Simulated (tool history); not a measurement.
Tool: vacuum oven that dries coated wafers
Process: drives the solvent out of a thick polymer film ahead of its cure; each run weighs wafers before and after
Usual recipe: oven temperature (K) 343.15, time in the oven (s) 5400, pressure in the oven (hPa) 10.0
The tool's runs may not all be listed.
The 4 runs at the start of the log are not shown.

| run | hour | oven temperature (K) | time in the oven (s) | pressure in the oven (hPa) | solvent left in the film (%) |
|---|---|---|---|---|---|
| 5 | 51.2 | 343.15 | 5400 | 10.0 | 2.19 |
| 6 | 59.6 | 343.15 | 5400 | 10.0 | 2.14 |
| 7 | 67.0 | 343.15 | 5400 | 10.0 | 2.22 |
| 8 | 81.1 | 343.15 | 3900 | 10.0 | 3.26 |
| 9 | 96.1 | 343.15 | 5400 | 10.0 | 2.16 |
| 10 | 111.6 | 343.15 | 5400 | 10.0 | 2.12 |
| 11 | 118.9 | 343.15 | 5400 | 10.0 | 2.18 |
| 12 | 134.4 | 343.15 | 5400 | 10.0 | 2.17 |
| 13 | 150.0 | 343.15 | 5400 | 10.0 | 2.19 |
| 14 | 159.9 | 343.15 | 5400 | 10.0 | 2.15 |
| 15 | 171.3 | 343.15 | 2820 | 10.0 | 4.46 |
| 16 | 181.9 | 343.15 | 2820 | 10.0 | 4.44 |
| 17 | 191.2 | 343.15 | 8460 | 10.0 | 0.99 |
| 18 | 205.8 | 343.15 | 8460 | 10.0 | 1.06 |
| 19 | 221.4 | 343.15 | 4140 | 10.0 | 3.06 |
| 20 | 237.2 | 344.15 | 5400 | 10.0 | 1.90 |
| 21 | 248.7 | 357.15 | 3900 | 39.9 | 1.15 |
| 22 | 263.2 | 337.15 | 5400 | 6.8 | 3.56 |
|  | 275.4 | oven's thermocouples calibrated |
| 23 | 283.1 | 341.15 | 3660 | 10.0 | 3.84 |
| 24 | 298.1 | 344.15 | 5400 | 18.5 | 2.04 |
| 25 | 311.0 | 333.15 | 5400 | 35.1 | 5.31 |
| 26 | 327.1 | 330.15 | 4080 | 9.9 | 6.26 |
| 27 | 334.9 | 340.15 | 5160 | 8.7 | 2.76 |
| 28 | 350.3 | 329.15 | 5400 | 29.9 | 6.17 |
|  | 365.3 | oven's thermocouples calibrated, once more |
| 29 | 370.5 | 346.15 | 3060 | 36.3 | 4.64 |

Run 30 is up next; what results do you expect?
| 30 | 378.4 | 346.15 | 4860 | 36.3 | ? |

Run 30 produced solvent left in the film (%) 3.11.
Had the tool carried no hidden state, the very same run would have given solvent left in the film (%) 2.98.
